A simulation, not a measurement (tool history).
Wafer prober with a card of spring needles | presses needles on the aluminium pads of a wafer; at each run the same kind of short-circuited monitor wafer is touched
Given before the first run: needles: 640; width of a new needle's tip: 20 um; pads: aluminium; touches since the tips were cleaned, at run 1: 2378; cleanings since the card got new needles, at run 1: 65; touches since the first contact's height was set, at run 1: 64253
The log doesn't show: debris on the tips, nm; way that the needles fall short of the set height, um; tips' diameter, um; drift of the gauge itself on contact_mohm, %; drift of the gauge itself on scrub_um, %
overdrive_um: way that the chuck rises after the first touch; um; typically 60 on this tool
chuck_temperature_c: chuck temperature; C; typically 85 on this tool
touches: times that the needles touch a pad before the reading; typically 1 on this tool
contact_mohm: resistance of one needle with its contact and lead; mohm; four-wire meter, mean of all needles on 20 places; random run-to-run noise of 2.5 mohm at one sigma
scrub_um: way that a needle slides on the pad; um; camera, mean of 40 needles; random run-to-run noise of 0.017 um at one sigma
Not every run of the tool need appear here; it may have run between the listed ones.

| run | hour | overdrive_um | chuck_temperature_c | touches | touches since the tips were cleaned | cleanings since the card got new needles | touches since the first contact's height was set | contact_mohm | scrub_um |
|---|---|---|---|---|---|---|---|---|---|
| 1 | 0.0 | 60 | 85 | 1 | 2378 | 65 | 64253 | 375 | 8.20 |
|  | 24.8 | tips cleaned on abrasive film |
| 2 | 43.5 | 60 | 85 | 1 | 5263 | 66 | 76488 | 393 | 8.17 |
|  | 59.9 | tips cleaned on abrasive film |
|  | 93.8 | tips cleaned on abrasive film |
|  | 119.5 | height of the first contact set anew |
| 3 | 122.7 | 45 | 85 | 1 | 8082 | 68 | 912 | 485 | 6.07 |
|  | 127.3 | tips cleaned on abrasive film |
|  | 157.0 | tips cleaned on abrasive film |
|  | 189.5 | tips cleaned on abrasive film |
| 4 | 194.9 | 45 | 85 | 1 | 1537 | 71 | 21193 | 432 | 6.02 |
|  | 219.9 | tips cleaned on abrasive film |
|  | 233.1 | height of the first contact set anew, once more |
| 5 | 233.9 | 45 | 85 | 1 | 3853 | 72 | 219 | 470 | 6.20 |
|  | 255.2 | tips cleaned on abrasive film |
| 6 | 281.7 | 45 | 85 | 1 | 7471 | 73 | 13676 | 490 | 6.17 |
|  | 288.3 | tips cleaned on abrasive film |
|  | 320.9 | tips cleaned on abrasive film |
| 7 | 333.4 | 45 | 85 | 1 | 3524 | 75 | 28207 | 464 | 6.15 |
|  | 350.5 | tips cleaned on abrasive film |
| 8 | 367.3 | 61 | 85 | 1 | 4733 | 76 | 37737 | 380 | 8.36 |
|  | 383.7 | tips cleaned on abrasive film |
|  | 417.0 | tips cleaned on abrasive film |
| 9 | 439.8 | 60 | 85 | 1 | 6452 | 78 | 58143 | 394 | 8.21 |
|  | 447.3 | tips cleaned on abrasive film |
|  | 479.6 | tips cleaned on abrasive film |
| 10 | 480.0 | 60 | 85 | 3 | 88 | 80 | 69399 | 299 | 8.15 |
|  | 513.6 | tips cleaned on abrasive film |
| 11 | 530.6 | 60 | 85 | 3 | 4774 | 81 | 83643 | 333 | 8.13 |
|  | 546.2 | tips cleaned on abrasive film |
|  | 576.6 | tips cleaned on abrasive film |
|  | 581.6 | height of the first contact set anew |
| 12 | 587.8 | 60 | 85 | 3 | 3080 | 83 | 1749 | 326 | 8.24 |
|  | 610.6 | tips cleaned on abrasive film |
| 13 | 621.9 | 60 | 85 | 2 | 3186 | 84 | 11331 | 352 | 8.25 |
|  | 640.6 | tips cleaned on abrasive film |
| 14 | 669.0 | 60 | 85 | 2 | 8015 | 85 | 24597 | 358 | 8.25 |
|  | 674.9 | tips cleaned on abrasive film |
|  | 706.5 | tips cleaned on abrasive film |
| 15 | 715.1 | 60 | 85 | 2 | 2420 | 87 | 37530 | 343 | 8.22 |
|  | 739.3 | tips cleaned on abrasive film |
| 16 | 752.2 | 60 | 85 | 2 | 3641 | 88 | 47966 | 355 | 8.19 |
|  | 769.1 | tips cleaned on abrasive film |
|  | 799.0 | tips cleaned on abrasive film |
| 17 | 806.3 | 60 | 85 | 2 | 2037 | 90 | 63160 | 333 | 8.18 |
|  | 828.9 | tips cleaned on abrasive film |
| 18 | 851.2 | 60 | 85 | 2 | 6305 | 91 | 75816 | 358 | 8.17 |
|  | 865.4 | tips cleaned on abrasive film |
|  | 895.8 | tips cleaned on abrasive film |
| 19 | 903.8 | 56 | 28 | 2 | 2252 | 93 | 90579 | 338 | 7.58 |
|  | 928.4 | tips cleaned on abrasive film |
|  | 935.1 | height of the first contact set anew |
| 20 | 939.0 | 54 | 93 | 1 | 2896 | 94 | 1080 | 416 | 7.42 |
|  | 961.5 | tips cleaned on abrasive film |
|  | 992.8 | tips cleaned on abrasive film |
| 21 | 1014.8 | 43 | 85 | 2 | 6185 | 96 | 22405 | 433 | 5.91 |
|  | 1026.1 | tips cleaned on abrasive film |
|  | 1057.3 | tips cleaned on abrasive film |
| 22 | 1067.9 | 67 | 115 | 2 | 2992 | 98 | 37325 | 342 | 9.17 |
|  | 1090.5 | tips cleaned on abrasive film |
| 23 | 1113.1 | 60 | 32 | 1 | 6363 | 99 | 50052 | 398 | 8.21 |
|  | 1123.1 | tips cleaned on abrasive film |
|  | 1152.8 | tips cleaned on abrasive film |
| 24 | 1171.8 | 60 | 32 | 1 | 5375 | 101 | 66560 | 398 | 8.17 |
|  | 1183.5 | tips cleaned on abrasive film |
|  | 1212.8 | tips cleaned on abrasive film |
| 25 | 1224.6 | 60 | 122 | 1 | 3317 | 103 | 81388 | 386 | 8.16 |
|  | 1246.4 | tips cleaned on abrasive film |
|  | 1281.6 | tips cleaned on abrasive film |
|  | 1286.3 | height of the first contact set anew |
| 26 | 1291.8 | 67 | 37 | 1 | 2807 | 105 | 1561 | 357 | 9.25 |
|  | 1315.0 | tips cleaned on abrasive film |
|  | 1346.9 | tips cleaned on abrasive film |
| 27 | 1360.9 | 67 | 37 | 1 | 3942 | 107 | 20992 | 365 | 9.22 |
|  | 1379.9 | tips cleaned on abrasive film |
| 28 | 1406.6 | 56 | 37 | 2 | 7542 | 108 | 33852 | 363 | 7.70 |
|  | 1413.1 | tips cleaned on abrasive film |
|  | 1445.1 | tips cleaned on abrasive film |
| 29 | 1447.2 | 75 | 85 | 3 | 601 | 110 | 45250 | 305 | 10.29 |
|  | 1479.4 | tips cleaned on abrasive film |
|  | 1511.7 | tips cleaned on abrasive film |
| 30 | 1523.1 | 75 | 85 | 3 | 3224 | 112 | 66595 | 312 | 10.25 |
|  | 1544.3 | tips cleaned on abrasive film |
| 31 | 1569.1 | 69 | 39 | 2 | 6993 | 113 | 79533 | 336 | 9.40 |
|  | 1574.5 | tips cleaned on abrasive film |
|  | 1605.6 | tips cleaned on abrasive film |
| 32 | 1611.3 | 43 | 85 | 3 | 1595 | 115 | 91386 | 367 | 5.80 |

Hidden state at the last listed run before each entry between runs and at the first one after, where it differs:
In the gap between runs 1 and 2: tips cleaned on abrasive film (hour 24.8)
  debris on the tips, nm: 62.9 -> 77.1; way that the needles fall short of the set height, um: 0.47 -> 0.56; tips' diameter, um: 22 -> 22.03
  the result without the hidden state subtracted from the measured one, contact_mohm: +83 -> +101 mohm; scrub_um: -0.06 -> -0.08 um
In the gap between runs 2 and 3: tips cleaned on abrasive film (hour 59.9); tips cleaned on abrasive film (hour 93.8); height of the first contact set anew (hour 119.5)
  debris on the tips, nm: 77.1 -> 80.5; way that the needles fall short of the set height, um: 0.56 -> 1.06; tips' diameter, um: 22.03 -> 22.09
  the result without the hidden state subtracted from the measured one, contact_mohm: +101 -> +186 mohm; scrub_um: -0.08 -> -0.14 um
In the gap between runs 3 and 4: tips cleaned on abrasive film (hour 127.3); tips cleaned on abrasive film (hour 157.0); tips cleaned on abrasive film (hour 189.5)
  debris on the tips, nm: 80.5 -> 52.4; way that the needles fall short of the set height, um: 1.06 -> 1.33; tips' diameter, um: 22.09 -> 22.19
  the result without the hidden state subtracted from the measured one, contact_mohm: +186 -> +128 mohm; scrub_um: -0.14 -> -0.19 um
In the gap between runs 4 and 5: tips cleaned on abrasive film (hour 219.9); height of the first contact set anew, once more (hour 233.1)
  debris on the tips, nm: 52.4 -> 74.9; way that the needles fall short of the set height, um: 1.33 -> 0; tips' diameter, um: 22.19 -> 22.22
  the result without the hidden state subtracted from the measured one, contact_mohm: +128 -> +169 mohm; scrub_um: -0.19 -> +0.00 um
In the gap between runs 5 and 6: tips cleaned on abrasive film (hour 255.2)
  debris on the tips, nm: 74.9 -> 80.5; way that the needles fall short of the set height, um: 0 -> 0.1; tips' diameter, um: 22.22 -> 22.26
  the result without the hidden state subtracted from the measured one, contact_mohm: +169 -> +184 mohm; scrub_um: +0.00 -> -0.01 um
In the gap between runs 6 and 7: tips cleaned on abrasive film (hour 288.3); tips cleaned on abrasive film (hour 320.9)
  debris on the tips, nm: 80.5 -> 69; way that the needles fall short of the set height, um: 0.1 -> 0.28; tips' diameter, um: 22.26 -> 22.32
  the result without the hidden state subtracted from the measured one, contact_mohm: +184 -> +160 mohm; scrub_um: -0.01 -> -0.04 um
In the gap between runs 7 and 8: tips cleaned on abrasive film (hour 350.5)
  debris on the tips, nm: 69 -> 73.7; way that the needles fall short of the set height, um: 0.28 -> 0.36; tips' diameter, um: 22.32 -> 22.35
  the result without the hidden state subtracted from the measured one, contact_mohm: +160 -> +94 mohm; scrub_um: -0.04 -> -0.05 um
In the gap between runs 8 and 9: tips cleaned on abrasive film (hour 383.7); tips cleaned on abrasive film (hour 417.0)
  debris on the tips, nm: 73.7 -> 77.7; way that the needles fall short of the set height, um: 0.36 -> 0.57; tips' diameter, um: 22.35 -> 22.42
  the result without the hidden state subtracted from the measured one, contact_mohm: +94 -> +105 mohm; scrub_um: -0.05 -> -0.08 um
In the gap between runs 9 and 10: tips cleaned on abrasive film (hour 447.3); tips cleaned on abrasive film (hour 479.6)
  debris on the tips, nm: 77.7 -> 12.5; way that the needles fall short of the set height, um: 0.57 -> 0.76; tips' diameter, um: 22.42 -> 22.49
  the result without the hidden state subtracted from the measured one, contact_mohm: +105 -> +10 mohm; scrub_um: -0.08 -> -0.10 um
In the gap between runs 10 and 11: tips cleaned on abrasive film (hour 513.6)
  debris on the tips, nm: 12.5 -> 75; way that the needles fall short of the set height, um: 0.76 -> 0.85; tips' diameter, um: 22.49 -> 22.52
  the result without the hidden state subtracted from the measured one, contact_mohm: +10 -> +41 mohm; scrub_um: -0.10 -> -0.12 um
In the gap between runs 11 and 12: tips cleaned on abrasive film (hour 546.2); tips cleaned on abrasive film (hour 576.6); height of the first contact set anew (hour 581.6)
  debris on the tips, nm: 75 -> 64.9; way that the needles fall short of the set height, um: 0.85 -> 0; tips' diameter, um: 22.52 -> 22.57
  the result without the hidden state subtracted from the measured one, contact_mohm: +41 -> +35 mohm; scrub_um: -0.12 -> +0.00 um
In the gap between runs 12 and 13: tips cleaned on abrasive film (hour 610.6)
  debris on the tips, nm: 64.9 -> 68.2; way that the needles fall short of the set height, um: 0 -> 0.08; tips' diameter, um: 22.57 -> 22.6
  the result without the hidden state subtracted from the measured one, contact_mohm: +35 -> +58 mohm; scrub_um: +0.00 -> -0.01 um
In the gap between runs 13 and 14: tips cleaned on abrasive film (hour 640.6)
  debris on the tips, nm: 68.2 -> 80.3; way that the needles fall short of the set height, um: 0.08 -> 0.15; tips' diameter, um: 22.6 -> 22.63
  the result without the hidden state subtracted from the measured one, contact_mohm: +58 -> +68 mohm; scrub_um: -0.01 -> -0.02 um
In the gap between runs 14 and 15: tips cleaned on abrasive film (hour 674.9); tips cleaned on abrasive film (hour 706.5)
  debris on the tips, nm: 80.3 -> 62.4; way that the needles fall short of the set height, um: 0.15 -> 0.31; tips' diameter, um: 22.63 -> 22.68
  the result without the hidden state subtracted from the measured one, contact_mohm: +68 -> +53 mohm; scrub_um: -0.02 -> -0.05 um
In the gap between runs 15 and 16: tips cleaned on abrasive film (hour 739.3)
  debris on the tips, nm: 62.4 -> 74.4; way that the needles fall short of the set height, um: 0.31 -> 0.41; tips' diameter, um: 22.68 -> 22.72
  the result without the hidden state subtracted from the measured one, contact_mohm: +53 -> +64 mohm; scrub_um: -0.05 -> -0.05 um
In the gap between runs 16 and 17: tips cleaned on abrasive film (hour 769.1); tips cleaned on abrasive film (hour 799.0)
  debris on the tips, nm: 74.4 -> 51.1; way that the needles fall short of the set height, um: 0.41 -> 0.59; tips' diameter, um: 22.72 -> 22.78
  the result without the hidden state subtracted from the measured one, contact_mohm: +64 -> +45 mohm; scrub_um: -0.05 -> -0.08 um
In the gap between runs 17 and 18: tips cleaned on abrasive film (hour 828.9)
  debris on the tips, nm: 51.1 -> 78.4; way that the needles fall short of the set height, um: 0.59 -> 0.66; tips' diameter, um: 22.78 -> 22.81
  the result without the hidden state subtracted from the measured one, contact_mohm: +45 -> +69 mohm; scrub_um: -0.08 -> -0.09 um
In the gap between runs 18 and 19: tips cleaned on abrasive film (hour 865.4); tips cleaned on abrasive film (hour 895.8)
  debris on the tips, nm: 78.4 -> 54.7; way that the needles fall short of the set height, um: 0.66 -> 0.84; tips' diameter, um: 22.81 -> 22.87
  the result without the hidden state subtracted from the measured one, contact_mohm: +69 -> +61 mohm; scrub_um: -0.09 -> -0.12 um
In the gap between runs 19 and 20: tips cleaned on abrasive film (hour 928.4); height of the first contact set anew (hour 935.1)
  debris on the tips, nm: 54.7 -> 69.6; way that the needles fall short of the set height, um: 0.84 -> 0; tips' diameter, um: 22.87 -> 22.9
  the result without the hidden state subtracted from the measured one, contact_mohm: +61 -> +117 mohm; scrub_um: -0.12 -> +0.00 um
In the gap between runs 20 and 21: tips cleaned on abrasive film (hour 961.5); tips cleaned on abrasive film (hour 992.8)
  debris on the tips, nm: 69.6 -> 76.3; way that the needles fall short of the set height, um: 0 -> 0.18; tips' diameter, um: 22.9 -> 22.97
  the result without the hidden state subtracted from the measured one, contact_mohm: +117 -> +125 mohm; scrub_um: +0.00 -> -0.03 um
In the gap between runs 21 and 22: tips cleaned on abrasive film (hour 1026.1); tips cleaned on abrasive film (hour 1057.3)
  debris on the tips, nm: 76.3 -> 63.6; way that the needles fall short of the set height, um: 0.18 -> 0.33; tips' diameter, um: 22.97 -> 23.02
  the result without the hidden state subtracted from the measured one, contact_mohm: +125 -> +45 mohm; scrub_um: -0.03 -> -0.04 um
In the gap between runs 22 and 23: tips cleaned on abrasive film (hour 1090.5)
  debris on the tips, nm: 63.6 -> 79.9; way that the needles fall short of the set height, um: 0.33 -> 0.41; tips' diameter, um: 23.02 -> 23.05
  the result without the hidden state subtracted from the measured one, contact_mohm: +45 -> +123 mohm; scrub_um: -0.04 -> -0.06 um
In the gap between runs 23 and 24: tips cleaned on abrasive film (hour 1123.1); tips cleaned on abrasive film (hour 1152.8)
  debris on the tips, nm: 79.9 -> 77.9; way that the needles fall short of the set height, um: 0.41 -> 0.61; tips' diameter, um: 23.05 -> 23.12
  the result without the hidden state subtracted from the measured one, contact_mohm: +123 -> +123 mohm; scrub_um: -0.06 -> -0.08 um
In the gap between runs 24 and 25: tips cleaned on abrasive film (hour 1183.5); tips cleaned on abrasive film (hour 1212.8)
  debris on the tips, nm: 77.9 -> 60.7; way that the needles fall short of the set height, um: 0.61 -> 0.78; tips' diameter, um: 23.12 -> 23.18
  the result without the hidden state subtracted from the measured one, contact_mohm: +123 -> +85 mohm; scrub_um: -0.08 -> -0.11 um
In the gap between runs 25 and 26: tips cleaned on abrasive film (hour 1246.4); tips cleaned on abrasive film (hour 1281.6); height of the first contact set anew (hour 1286.3)
  debris on the tips, nm: 60.7 -> 66.8; way that the needles fall short of the set height, um: 0.78 -> 0; tips' diameter, um: 23.18 -> 23.23
  the result without the hidden state subtracted from the measured one, contact_mohm: +85 -> +84 mohm; scrub_um: -0.11 -> +0.00 um
In the gap between runs 26 and 27: tips cleaned on abrasive film (hour 1315.0); tips cleaned on abrasive film (hour 1346.9)
  debris on the tips, nm: 66.8 -> 74.7; way that the needles fall short of the set height, um: 0 -> 0.21; tips' diameter, um: 23.23 -> 23.3
  the result without the hidden state subtracted from the measured one, contact_mohm: +84 -> +94 mohm; scrub_um: +0.00 -> -0.03 um
In the gap between runs 27 and 28: tips cleaned on abrasive film (hour 1379.9)
  debris on the tips, nm: 74.7 -> 78.6; way that the needles fall short of the set height, um: 0.21 -> 0.3; tips' diameter, um: 23.3 -> 23.34
  the result without the hidden state subtracted from the measured one, contact_mohm: +94 -> +86 mohm; scrub_um: -0.03 -> -0.04 um
In the gap between runs 28 and 29: tips cleaned on abrasive film (hour 1413.1); tips cleaned on abrasive film (hour 1445.1)
  debris on the tips, nm: 78.6 -> 26.7; way that the needles fall short of the set height, um: 0.3 -> 0.48; tips' diameter, um: 23.34 -> 23.4
  the result without the hidden state subtracted from the measured one, contact_mohm: +86 -> +14 mohm; scrub_um: -0.04 -> -0.07 um
In the gap between runs 29 and 30: tips cleaned on abrasive film (hour 1479.4); tips cleaned on abrasive film (hour 1511.7)
  debris on the tips, nm: 26.7 -> 69.6; way that the needles fall short of the set height, um: 0.48 -> 0.61; tips' diameter, um: 23.4 -> 23.44
  the result without the hidden state subtracted from the measured one, contact_mohm: +14 -> +27 mohm; scrub_um: -0.07 -> -0.09 um
In the gap between runs 30 and 31: tips cleaned on abrasive film (hour 1544.3)
  debris on the tips, nm: 69.6 -> 79.4; way that the needles fall short of the set height, um: 0.61 -> 0.69; tips' diameter, um: 23.44 -> 23.47
  the result without the hidden state subtracted from the measured one, contact_mohm: +27 -> +60 mohm; scrub_um: -0.09 -> -0.09 um
In the gap between runs 31 and 32: tips cleaned on abrasive film (hour 1574.5); tips cleaned on abrasive film (hour 1605.6)
  debris on the tips, nm: 79.4 -> 53.6; way that the needles fall short of the set height, um: 0.69 -> 0.85; tips' diameter, um: 23.47 -> 23.53
  the result without the hidden state subtracted from the measured one, contact_mohm: +60 -> +63 mohm; scrub_um: -0.09 -> -0.12 um

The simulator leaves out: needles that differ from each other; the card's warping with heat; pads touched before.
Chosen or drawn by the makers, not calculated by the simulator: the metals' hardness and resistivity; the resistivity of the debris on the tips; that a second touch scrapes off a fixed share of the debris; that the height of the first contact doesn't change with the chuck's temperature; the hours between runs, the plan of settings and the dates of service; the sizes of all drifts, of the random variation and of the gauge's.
